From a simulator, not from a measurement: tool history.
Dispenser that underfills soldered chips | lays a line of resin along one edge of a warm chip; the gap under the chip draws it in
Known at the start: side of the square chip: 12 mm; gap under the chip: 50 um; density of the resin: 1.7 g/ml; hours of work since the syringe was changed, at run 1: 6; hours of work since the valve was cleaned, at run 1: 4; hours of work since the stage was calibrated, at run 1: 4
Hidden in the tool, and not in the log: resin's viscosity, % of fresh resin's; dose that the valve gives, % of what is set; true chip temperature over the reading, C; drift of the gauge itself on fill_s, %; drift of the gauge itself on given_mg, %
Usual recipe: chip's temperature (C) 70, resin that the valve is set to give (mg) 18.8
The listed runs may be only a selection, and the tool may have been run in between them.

run,hour,chip's temperature (C),resin that the valve is set to give (mg),hours of work since the syringe was changed,hours of work since the valve was cleaned,hours of work since the stage was calibrated,time until the resin shows at the far edge (s),resin that the valve gave (mg)
1,0,70,18.8,6,4,4,116.7,18.73
# hour 4.7: new syringe of resin
2,6.7,70,18.8,1,8,8,97.2,18.73
3,14.6,70,18.8,7,14,14,128.9,18.63
# hour 16.8: new syringe of resin
4,26.1,70,16,7,23,23,125.8,15.68
# hour 28.7: new syringe of resin
5,32.9,70,20.5,3,28,28,100.4,20.02
# hour 41.3: new syringe of resin
6,44.1,70,20.5,2,36,36,99.4,19.89
7,52.2,68,18.8,8,42,42,144.3,18.07
# hour 53.3: new syringe of resin
8,58,71,18.8,4,46,46,103.6,18.03
# hour 65.9: new syringe of resin
9,67.8,71,18.8,1,53,53,93,17.97
# hour 77.8: new syringe of resin
# hour 79.4: dispensing valve cleaned and set on the balance
10,80.3,70,18.8,1,1,61,93,18.85
# hour 91.2: new syringe of resin
11,91.9,70,18.8,1,9,70,91,18.62
12,96.9,70,18.8,4,13,73,106.7,18.66
# hour 103.1: new syringe of resin
13,106.4,70,18.8,2,20,80,95.5,18.55
# hour 115.7: new syringe of resin
14,116.9,70,18.8,1,27,88,91.9,18.42
15,123.1,70,18.8,5,32,93,111,18.25
# hour 128.1: new syringe of resin
16,130.8,70,18.8,2,37,98,96.3,18.18
17,137.4,80,18.8,7,42,103,78.6,18.16
# hour 140.2: new syringe of resin
18,148.4,56,18.4,6,50,111,215.9,17.59
# hour 152.2: new syringe of resin
19,153.7,56,18.4,1,54,115,174.2,17.59
20,161.5,73,20.3,7,60,120,104,19.22
# hour 163.5: dispensing valve cleaned and set on the balance
# hour 165.4: new syringe of resin
21,174,73,20.3,6,8,129,100.6,20.21
# hour 177.7: new syringe of resin
22,185.3,68,20.9,6,16,137,121.3,20.6
# hour 189.9: new syringe of resin
23,190.9,84,17.9,1,20,141,50.7,17.62
24,196.9,84,17.9,5,24,145,62.4,17.47
# hour 202.3: new syringe of resin
25,202.3,84,17.9,0,28,149,48.5,17.41
26,210.5,56,18.3,6,34,155,208.6,17.68
# hour 214.7: new syringe of resin
27,216.6,55,22,1,38,160,173.4,21.24
28,225.4,77,20.2,8,45,166,89.4,19.39
# hour 227.3: new syringe of resin
29,231.7,77,20.2,3,50,171,73.5,19.33
30,237.6,65,22.7,8,54,175,149.8,21.61
# hour 239.2: new syringe of resin
# hour 247.8: dispensing valve cleaned and set on the balance
31,249.3,65,22.7,7,1,183,139.4,22.68
# hour 252.4: new syringe of resin
32,256.8,77,16.3,3,6,188,77.3,16.07
33,262.5,59,17,8,11,193,200.1,16.85

What if the next run were any one of these 5? Each begins from the tool's condition after run 33:
# hour 264.6: new syringe of resin
A,269,72,23.9,3,15,197,?,?
# hour 264.6: new syringe of resin
B,269,66,16.1,3,15,197,?,?
# hour 264.6: new syringe of resin
C,269,83,20.1,3,15,197,?,?
# hour 264.6: new syringe of resin
D,269,56,18.8,3,15,197,?,?
# hour 264.6: new syringe of resin
E,269,68,18.8,3,15,197,?,?

run,time until the resin shows at the far edge (s),resin that the valve gave (mg)
A,89.2,23.56
B,125.6,15.85
C,57.4,19.76
D,190.4,18.48
E,107.7,18.58
With the hidden condition removed and each run's random variation left untouched, the same runs would have given:
run,time until the resin shows at the far edge (s),resin that the valve gave (mg)
A,80.7,23.97
B,113.5,16.12
C,51.7,20.1
D,173.1,18.8
E,97.5,18.9

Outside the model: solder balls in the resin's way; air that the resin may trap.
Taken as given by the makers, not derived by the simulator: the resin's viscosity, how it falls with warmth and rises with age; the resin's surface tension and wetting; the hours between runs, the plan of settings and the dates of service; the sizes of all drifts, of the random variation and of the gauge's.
